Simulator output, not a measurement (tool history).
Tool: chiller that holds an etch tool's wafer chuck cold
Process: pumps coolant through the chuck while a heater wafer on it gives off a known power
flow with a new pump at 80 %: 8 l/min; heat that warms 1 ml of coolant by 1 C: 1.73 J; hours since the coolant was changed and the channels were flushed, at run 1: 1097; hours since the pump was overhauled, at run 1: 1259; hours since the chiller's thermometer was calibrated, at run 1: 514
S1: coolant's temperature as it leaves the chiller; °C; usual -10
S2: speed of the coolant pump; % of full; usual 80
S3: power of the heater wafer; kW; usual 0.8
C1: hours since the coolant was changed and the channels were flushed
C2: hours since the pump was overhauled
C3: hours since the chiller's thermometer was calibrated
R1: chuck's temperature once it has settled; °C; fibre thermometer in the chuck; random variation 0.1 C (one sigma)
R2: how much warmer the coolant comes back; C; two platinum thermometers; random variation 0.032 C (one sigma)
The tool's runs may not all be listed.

run,hour,S1,S2,S3,C1,C2,C3,R1,R2
1,0,-10,80,0.8,1097,1259,514,-2.4,3.52
2,16.6,-10,80,0.8,1114,1276,530,-2.2,3.48
3,45.9,-9,80,0.8,1143,1305,560,-1.2,3.52
4,63.7,-9,80,0.8,1161,1323,577,-1.4,3.47
5,85.2,-9,80,0.8,1182,1345,599,-1.2,3.55
6,112,-9,80,0.8,1209,1371,626,-1.2,3.47
7,143.3,-9,80,0.8,1240,1403,657,-1.3,3.53

The next listed run, before its measurement:
8,164.7,-9,80,0.8,1262,1424,678,?,?

Run 8 gave R1 -1.1 °C, R2 3.51 C.
Without the tool's hidden state the same run would have given R1 -1.3 °C, R2 3.47 C.
